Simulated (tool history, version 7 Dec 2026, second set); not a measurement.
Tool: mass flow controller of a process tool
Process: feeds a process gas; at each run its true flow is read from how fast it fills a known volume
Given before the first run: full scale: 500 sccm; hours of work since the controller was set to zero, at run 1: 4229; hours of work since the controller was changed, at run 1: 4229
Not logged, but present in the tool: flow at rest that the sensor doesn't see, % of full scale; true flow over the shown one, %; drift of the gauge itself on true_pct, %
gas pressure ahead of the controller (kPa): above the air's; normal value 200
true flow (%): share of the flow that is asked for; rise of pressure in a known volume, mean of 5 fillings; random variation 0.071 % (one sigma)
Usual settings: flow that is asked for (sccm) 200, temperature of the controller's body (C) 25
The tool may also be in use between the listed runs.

| run | hour | flow that is asked for (sccm) | gas pressure ahead of the controller (kPa) | temperature of the controller's body (C) | hours of work since the controller was set to zero | hours of work since the controller was changed | true flow (%) |
|---|---|---|---|---|---|---|---|
| 1 | 0 | 200 | 200 | 25 | 4229 | 4229 | 97.88 |
| 2 | 76.1 | 200 | 200 | 25 | 4275 | 4275 | 97.95 |
| 3 | 156.9 | 200 | 200 | 25 | 4324 | 4324 | 97.9 |
| 4 | 246.3 | 200 | 200 | 25 | 4378 | 4378 | 97.89 |
| 5 | 290.6 | 200 | 200 | 25 | 4405 | 4405 | 97.82 |
| 6 | 336.7 | 200 | 200 | 25 | 4433 | 4433 | 97.86 |
| 7 | 391.2 | 200 | 200 | 25 | 4466 | 4466 | 97.89 |
| 8 | 452.3 | 200 | 200 | 25 | 4503 | 4503 | 97.81 |
| 9 | 543.5 | 200 | 200 | 25 | 4558 | 4558 | 97.7 |
| 10 | 592.1 | 200 | 200 | 25 | 4588 | 4588 | 97.83 |
| 11 | 670.7 | 254 | 200 | 25 | 4635 | 4635 | 97.46 |
| 12 | 749.7 | 176 | 200 | 25 | 4683 | 4683 | 97.93 |
| 13 | 813.7 | 200 | 200 | 25 | 4722 | 4722 | 97.69 |
| 14 | 883.4 | 200 | 200 | 25 | 4764 | 4764 | 97.78 |
| 15 | 934.4 | 200 | 206 | 25 | 4795 | 4795 | 97.61 |
| 16 | 994.8 | 200 | 200 | 26 | 4831 | 4831 | 97.65 |
| 17 | 1053.7 | 200 | 200 | 26 | 4867 | 4867 | 97.57 |
| 18 | 1109.9 | 200 | 200 | 26 | 4901 | 4901 | 97.51 |
| 19 | 1196.4 | 200 | 200 | 26 | 4953 | 4953 | 97.45 |
| 20 | 1293.9 | 200 | 200 | 25 | 5012 | 5012 | 97.52 |
| 21 | 1365.5 | 200 | 200 | 25 | 5056 | 5056 | 97.57 |
| 22 | 1448.6 | 200 | 200 | 38 | 5106 | 5106 | 96.36 |
| 23 | 1548.8 | 200 | 200 | 25 | 5167 | 5167 | 97.56 |
|  | 1557.5 | controller's zero set anew |
| 24 | 1623.2 | 200 | 200 | 26 | 40 | 5212 | 97.71 |
| 25 | 1726.1 | 135 | 200 | 25 | 102 | 5274 | 98.92 |
| 26 | 1781.9 | 483 | 200 | 27 | 136 | 5308 | 96.97 |
| 27 | 1850.7 | 309 | 200 | 27 | 177 | 5349 | 96.96 |
| 28 | 1899.9 | 309 | 200 | 27 | 207 | 5379 | 97.2 |
| 29 | 1970 | 201 | 200 | 27 | 250 | 5421 | 97.62 |
| 30 | 2014.3 | 191 | 258 | 25 | 276 | 5448 | 97.68 |
|  | 2026.4 | controller's zero set anew, once more |
| 31 | 2064.6 | 191 | 196 | 25 | 23 | 5478 | 95.44 |
| 32 | 2141.3 | 191 | 196 | 25 | 70 | 5525 | 95.47 |
|  | 2172.9 | controller exchanged for a calibrated one |
| 33 | 2187.3 | 200 | 165 | 32 | 9 | 9 | 99.16 |
| 34 | 2275.6 | 200 | 165 | 32 | 62 | 62 | 99.1 |
| 35 | 2343 | 200 | 144 | 25 | 103 | 103 | 99.72 |
| 36 | 2417.5 | 200 | 252 | 29 | 148 | 148 | 99.12 |
| 37 | 2507 | 211 | 148 | 25 | 202 | 202 | 99.61 |
| 38 | 2606.9 | 159 | 248 | 32 | 263 | 263 | 98.64 |
| 39 | 2667.2 | 115 | 180 | 36 | 299 | 299 | 98.49 |
| 40 | 2750.5 | 115 | 180 | 25 | 350 | 350 | 99.42 |
| 41 | 2854.3 | 115 | 180 | 25 | 412 | 412 | 99.56 |
| 42 | 2901.1 | 409 | 180 | 25 | 441 | 441 | 99.77 |
| 43 | 2997.2 | 109 | 200 | 25 | 499 | 499 | 99.42 |
| 44 | 3059.5 | 103 | 144 | 25 | 537 | 537 | 99.38 |
| 45 | 3162.7 | 215 | 223 | 27 | 599 | 599 | 99.24 |
| 46 | 3241 | 70 | 201 | 21 | 646 | 646 | 99.91 |
| 47 | 3326.1 | 200 | 185 | 36 | 698 | 698 | 98.47 |
| 48 | 3414.4 | 200 | 155 | 25 | 751 | 751 | 99.49 |

Hidden condition of the tool, last listed run before each entry between runs versus first listed run after:
Logged between run 23 and run 24: controller's zero set anew (hour 1557.5)
  flow at rest that the sensor doesn't see, % of full scale: 0.746 -> 0.892; true flow over the shown one, %: -3.76 -> -3.8
  difference, measured minus the result without the unlogged condition, true flow (%): -1.89 -> -1.56
Logged between run 30 and run 31: controller's zero set anew, once more (hour 2026.4)
  flow at rest that the sensor doesn't see, % of full scale: 0.924 -> 0.04; true flow over the shown one, %: -3.97 -> -4
  difference, measured minus the result without the unlogged condition, true flow (%): -1.56 -> -3.89
Logged between run 32 and run 33: controller exchanged for a calibrated one (hour 2172.9)
  flow at rest that the sensor doesn't see, % of full scale: 0.046 -> 0.004; true flow over the shown one, %: -4.03 -> 0.16
  difference, measured minus the result without the unlogged condition, true flow (%): -3.91 -> +0.17
